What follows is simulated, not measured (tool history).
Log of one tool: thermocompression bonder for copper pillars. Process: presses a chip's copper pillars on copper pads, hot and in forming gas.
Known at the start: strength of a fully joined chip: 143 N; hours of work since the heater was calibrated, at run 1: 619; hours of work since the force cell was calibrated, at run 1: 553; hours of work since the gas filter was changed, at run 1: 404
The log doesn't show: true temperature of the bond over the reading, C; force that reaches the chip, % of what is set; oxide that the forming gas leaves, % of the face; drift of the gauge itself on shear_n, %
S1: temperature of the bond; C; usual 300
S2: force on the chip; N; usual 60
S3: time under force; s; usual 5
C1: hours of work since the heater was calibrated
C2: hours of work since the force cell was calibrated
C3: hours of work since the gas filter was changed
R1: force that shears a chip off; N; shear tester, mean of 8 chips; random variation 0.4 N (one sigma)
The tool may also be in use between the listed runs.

run 1 hour=0 | S1=300 S2=60 S3=5 | C1=619 C2=553 C3=404 | R1=87.9
run 2 hour=19 | S1=300 S2=60 S3=5 | C1=632 C2=566 C3=417 | R1=88.3
run 3 hour=46.8 | S1=285 S2=60 S3=5 | C1=652 C2=586 C3=436 | R1=72.6
run 4 hour=76.4 | S1=300 S2=54 S3=5 | C1=672 C2=606 C3=457 | R1=83.4
-- hour=84.1 forming gas filter changed
run 5 hour=97 | S1=300 S2=54 S3=5 | C1=686 C2=620 C3=9 | R1=84.3
run 6 hour=126.1 | S1=300 S2=54 S3=5 | C1=707 C2=640 C3=29 | R1=83.9
run 7 hour=147.6 | S1=300 S2=54 S3=5 | C1=722 C2=655 C3=44 | R1=84.8
run 8 hour=178.9 | S1=300 S2=54 S3=5 | C1=744 C2=677 C3=66 | R1=84.6
run 9 hour=203.4 | S1=300 S2=54 S3=5 | C1=761 C2=694 C3=83 | R1=84.1
run 10 hour=218.2 | S1=300 S2=54 S3=5 | C1=771 C2=705 C3=93 | R1=84.5
run 11 hour=242.7 | S1=300 S2=54 S3=5 | C1=788 C2=722 C3=111 | R1=83.9
run 12 hour=261.6 | S1=300 S2=48 S3=5 | C1=801 C2=735 C3=124 | R1=80.1
run 13 hour=276.8 | S1=300 S2=48 S3=3 | C1=812 C2=745 C3=134 | R1=67.6
run 14 hour=306 | S1=305 S2=60 S3=5 | C1=832 C2=766 C3=155 | R1=93.5
run 15 hour=341.3 | S1=305 S2=60 S3=5 | C1=857 C2=790 C3=179 | R1=92.9
run 16 hour=367.9 | S1=305 S2=60 S3=5 | C1=875 C2=809 C3=198 | R1=93
run 17 hour=388.8 | S1=305 S2=60 S3=5 | C1=890 C2=824 C3=212 | R1=92.4
run 18 hour=416.8 | S1=300 S2=60 S3=5 | C1=909 C2=843 C3=232 | R1=88.5
run 19 hour=451.7 | S1=300 S2=45 S3=5 | C1=934 C2=867 C3=256 | R1=77.5
run 20 hour=466 | S1=300 S2=45 S3=5 | C1=944 C2=877 C3=266 | R1=78.5
run 21 hour=491.2 | S1=297 S2=40 S3=3 | C1=961 C2=895 C3=284 | R1=59.1
run 22 hour=511.6 | S1=297 S2=36 S3=4 | C1=975 C2=909 C3=298 | R1=62.5
run 23 hour=538.3 | S1=306 S2=60 S3=3 | C1=994 C2=928 C3=317 | R1=80.7
run 24 hour=569.5 | S1=300 S2=47 S3=5 | C1=1016 C2=949 C3=338 | R1=79.1
run 25 hour=591.8 | S1=300 S2=47 S3=5 | C1=1031 C2=965 C3=354 | R1=78.9
run 26 hour=609.3 | S1=327 S2=42 S3=13 | C1=1043 C2=977 C3=366 | R1=124.3
run 27 hour=639.9 | S1=297 S2=42 S3=5 | C1=1065 C2=999 C3=387 | R1=72.5
run 28 hour=668.6 | S1=311 S2=71 S3=5 | C1=1085 C2=1019 C3=407 | R1=104.9
run 29 hour=698.2 | S1=309 S2=45 S3=5 | C1=1105 C2=1039 C3=428 | R1=86.5
run 30 hour=728.9 | S1=318 S2=75 S3=5 | C1=1127 C2=1061 C3=449 | R1=113.7
-- hour=747.4 forming gas filter changed
run 31 hour=747.4 | S1=326 S2=65 S3=5 | C1=1139 C2=1073 C3=0 | R1=115.4
run 32 hour=767.1 | S1=281 S2=65 S3=5 | C1=1153 C2=1087 C3=14 | R1=71.2
run 33 hour=786.8 | S1=283 S2=48 S3=9 | C1=1167 C2=1101 C3=27 | R1=77.4
-- hour=799.4 heater calibrated with a thermocouple chip
run 34 hour=811.8 | S1=300 S2=60 S3=11 | C1=9 C2=1117 C3=43 | R1=107.5
run 35 hour=833.4 | S1=300 S2=62 S3=5 | C1=24 C2=1132 C3=59 | R1=88.8
run 36 hour=858.1 | S1=300 S2=56 S3=14 | C1=41 C2=1149 C3=76 | R1=111.9
run 37 hour=882.4 | S1=300 S2=56 S3=14 | C1=58 C2=1166 C3=93 | R1=111.7
run 38 hour=897.6 | S1=300 S2=56 S3=10 | C1=68 C2=1176 C3=103 | R1=103.6
run 39 hour=929.4 | S1=283 S2=75 S3=5 | C1=91 C2=1199 C3=125 | R1=77.6

Forecast each of these 4 alternatives for the next run:
run A hour=961.7 | S1=300 S2=74 S3=6 | C1=113 C2=1221 C3=148 | R1=?
run B hour=961.7 | S1=283 S2=67 S3=6 | C1=113 C2=1221 C3=148 | R1=?
run C hour=961.7 | S1=285 S2=75 S3=5 | C1=113 C2=1221 C3=148 | R1=?
run D hour=961.7 | S1=300 S2=70 S3=5 | C1=113 C2=1221 C3=148 | R1=?

run=A R1=99.4
run=B R1=78.7
run=C R1=79.8
run=D R1=92.6
Without the tool's hidden state the same runs would have given:
run=A R1=99.4
run=B R1=78.7
run=C R1=79.7
run=D R1=92.6

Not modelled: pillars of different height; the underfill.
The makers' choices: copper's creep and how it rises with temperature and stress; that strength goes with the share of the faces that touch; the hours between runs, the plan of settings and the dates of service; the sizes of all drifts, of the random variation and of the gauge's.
